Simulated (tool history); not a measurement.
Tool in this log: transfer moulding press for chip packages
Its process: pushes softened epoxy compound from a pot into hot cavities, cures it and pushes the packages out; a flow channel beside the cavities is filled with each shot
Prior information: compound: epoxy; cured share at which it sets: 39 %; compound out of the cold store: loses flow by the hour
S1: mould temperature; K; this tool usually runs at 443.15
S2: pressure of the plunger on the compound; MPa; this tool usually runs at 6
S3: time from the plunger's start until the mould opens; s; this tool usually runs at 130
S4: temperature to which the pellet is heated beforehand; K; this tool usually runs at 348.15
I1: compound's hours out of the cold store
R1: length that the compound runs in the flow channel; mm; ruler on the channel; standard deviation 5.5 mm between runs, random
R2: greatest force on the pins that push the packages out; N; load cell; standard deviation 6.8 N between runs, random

run    day      S1   S2   S3      S4    I1   R1   R2
  1      0  443.15    6  130  348.15  25.2  542  581
  2  0.321  443.15    6  130  348.15  15.6  577  596
     0.542  -- cavities cleaned with cleaning compound and waxed
  3   0.95  443.15    6  130  348.15  30.5  525  338
  4  1.404  443.15    6  130  348.15  13.5  585  417
  5  1.879  443.15    6  130  348.15  13.2  578  489
  6    2.4  443.15    6  130  348.15  35.7  513  483
  7  2.812  443.15    6  130  348.15  41.1  501  513
  8  3.267  443.15    6  137  349.15    31  525  485
  9  3.562  443.15  5.2  116  343.15  15.4  526  718
 10  3.962  443.15  5.2  116  343.15  34.1  481  693
 11  4.379  447.15    6  112  348.15  17.3  540  595

Pick out some run-to-run changes in R1. Of each, how much would a tool without hidden state show as well, from the settings, what came in and chance, and how much is left for the hidden state and any gauge scatter not in both results compared?
Unlogged tool condition in this case: true mould temperature over the reading, C; pressure that reaches the compound, % of what is set; grip of the stained cavities, % over clean ones'; drift of the gauge itself on flow_mm, %; drift of the gauge itself on push_out_n, %.
Run 3 -> 4: settings left as they were, no log entry in between. R1 +60 mm: hidden state -3, all else +63.
Run 5 -> 6: settings left as they were, no log entry in between. R1 -65 mm: hidden state +1, all else -66.
